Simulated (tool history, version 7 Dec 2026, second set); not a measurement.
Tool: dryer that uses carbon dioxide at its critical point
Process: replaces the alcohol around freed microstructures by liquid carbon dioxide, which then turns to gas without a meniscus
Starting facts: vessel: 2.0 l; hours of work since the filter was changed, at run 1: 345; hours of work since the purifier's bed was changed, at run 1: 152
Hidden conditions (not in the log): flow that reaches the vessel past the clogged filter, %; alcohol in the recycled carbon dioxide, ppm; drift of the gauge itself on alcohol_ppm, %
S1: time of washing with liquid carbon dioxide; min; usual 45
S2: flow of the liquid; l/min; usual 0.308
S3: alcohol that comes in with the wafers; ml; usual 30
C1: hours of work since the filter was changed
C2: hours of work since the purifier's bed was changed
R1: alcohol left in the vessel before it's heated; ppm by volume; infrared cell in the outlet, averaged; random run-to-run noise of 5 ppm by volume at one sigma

run,hour,S1,S2,S3,C1,C2,R1
1,0.0,45,0.308,30,345,152,73
2,17.3,45,0.308,30,357,163,71
# hour 30.3: inlet filter changed
3,30.3,45,0.308,30,0,171,47
4,48.8,61,0.308,30,12,184,19
5,63.1,61,0.308,30,22,193,32
6,76.6,61,0.308,30,31,202,27

The next listed run, before its measurement:
7,94.1,33,0.281,30,43,214,?

{"run 7": {"R1": 256}}
With no hidden state in the tool, this same run would have given R1 218 ppm by volume.
